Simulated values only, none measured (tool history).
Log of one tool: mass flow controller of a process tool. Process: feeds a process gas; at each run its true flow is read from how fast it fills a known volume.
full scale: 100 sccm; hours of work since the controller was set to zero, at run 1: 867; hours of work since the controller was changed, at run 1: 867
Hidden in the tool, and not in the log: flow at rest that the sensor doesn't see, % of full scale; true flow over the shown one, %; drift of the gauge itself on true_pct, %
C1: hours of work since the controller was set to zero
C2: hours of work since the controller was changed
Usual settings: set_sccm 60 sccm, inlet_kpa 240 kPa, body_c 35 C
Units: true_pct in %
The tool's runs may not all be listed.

{"run": 1, "hour": 0.0, "set_sccm": 60, "inlet_kpa": 240, "body_c": 35, "C1": 867, "C2": 867, "true_pct": 97.88}
{"run": 2, "hour": 94.6, "set_sccm": 60, "inlet_kpa": 177, "body_c": 35, "C1": 896, "C2": 896, "true_pct": 97.88}
{"run": 3, "hour": 205.6, "set_sccm": 60, "inlet_kpa": 192, "body_c": 35, "C1": 929, "C2": 929, "true_pct": 97.98}
{"run": 4, "hour": 273.9, "set_sccm": 60, "inlet_kpa": 192, "body_c": 35, "C1": 950, "C2": 950, "true_pct": 97.75}
{"run": 5, "hour": 360.3, "set_sccm": 60, "inlet_kpa": 192, "body_c": 35, "C1": 976, "C2": 976, "true_pct": 97.83}
{"run": 6, "hour": 464.7, "set_sccm": 60, "inlet_kpa": 192, "body_c": 35, "C1": 1007, "C2": 1007, "true_pct": 97.81}
{"run": 7, "hour": 566.9, "set_sccm": 60, "inlet_kpa": 192, "body_c": 35, "C1": 1038, "C2": 1038, "true_pct": 97.7}
{"run": 8, "hour": 638.0, "set_sccm": 60, "inlet_kpa": 192, "body_c": 35, "C1": 1059, "C2": 1059, "true_pct": 97.77}
{"run": 9, "hour": 697.4, "set_sccm": 60, "inlet_kpa": 240, "body_c": 35, "C1": 1077, "C2": 1077, "true_pct": 97.62}
{"run": 10, "hour": 763.3, "set_sccm": 60, "inlet_kpa": 240, "body_c": 35, "C1": 1097, "C2": 1097, "true_pct": 97.6}
{"run": 11, "hour": 818.7, "set_sccm": 60, "inlet_kpa": 240, "body_c": 35, "C1": 1114, "C2": 1114, "true_pct": 97.55}
{"run": 12, "hour": 868.4, "set_sccm": 60, "inlet_kpa": 240, "body_c": 35, "C1": 1129, "C2": 1129, "true_pct": 97.46}
{"run": 13, "hour": 965.0, "set_sccm": 60, "inlet_kpa": 240, "body_c": 35, "C1": 1158, "C2": 1158, "true_pct": 97.68}
{"run": 14, "hour": 1025.8, "set_sccm": 11, "inlet_kpa": 280, "body_c": 29, "C1": 1176, "C2": 1176, "true_pct": 93.67}
{"run": 15, "hour": 1136.9, "set_sccm": 11, "inlet_kpa": 280, "body_c": 29, "C1": 1209, "C2": 1209, "true_pct": 93.62}
{"run": 16, "hour": 1241.8, "set_sccm": 60, "inlet_kpa": 236, "body_c": 26, "C1": 1241, "C2": 1241, "true_pct": 97.99}
{"run": 17, "hour": 1297.4, "set_sccm": 60, "inlet_kpa": 236, "body_c": 26, "C1": 1258, "C2": 1258, "true_pct": 97.96}
{"run": 18, "hour": 1391.2, "set_sccm": 60, "inlet_kpa": 163, "body_c": 29, "C1": 1286, "C2": 1286, "true_pct": 97.86}
{"run": 19, "hour": 1462.1, "set_sccm": 60, "inlet_kpa": 240, "body_c": 23, "C1": 1307, "C2": 1307, "true_pct": 98.01}
{"run": 20, "hour": 1514.6, "set_sccm": 25, "inlet_kpa": 182, "body_c": 29, "C1": 1323, "C2": 1323, "true_pct": 95.91}
{"run": 21, "hour": 1625.8, "set_sccm": 60, "inlet_kpa": 210, "body_c": 35, "C1": 1357, "C2": 1357, "true_pct": 97.43}
{"run": 22, "hour": 1719.3, "set_sccm": 96, "inlet_kpa": 255, "body_c": 21, "C1": 1385, "C2": 1385, "true_pct": 99.33}
{"run": 23, "hour": 1808.4, "set_sccm": 13, "inlet_kpa": 160, "body_c": 35, "C1": 1412, "C2": 1412, "true_pct": 93.58}

Forecast each of these 4 alternatives for the next run:
{"run": "A", "hour": 1907.1, "set_sccm": 18, "inlet_kpa": 205, "body_c": 21, "C1": 1441, "C2": 1441, "true_pct": "?"}
{"run": "B", "hour": 1907.1, "set_sccm": 27, "inlet_kpa": 150, "body_c": 21, "C1": 1441, "C2": 1441, "true_pct": "?"}
{"run": "C", "hour": 1907.1, "set_sccm": 13, "inlet_kpa": 240, "body_c": 25, "C1": 1441, "C2": 1441, "true_pct": "?"}
{"run": "D", "hour": 1907.1, "set_sccm": 60, "inlet_kpa": 240, "body_c": 21, "C1": 1441, "C2": 1441, "true_pct": "?"}

run=A true_pct=95.20
run=B true_pct=96.28
run=C true_pct=93.72
run=D true_pct=98.06
Without the tool's hidden state the same runs would have given:
run=A true_pct=98.18
run=B true_pct=98.37
run=C true_pct=97.72
run=D true_pct=99.18
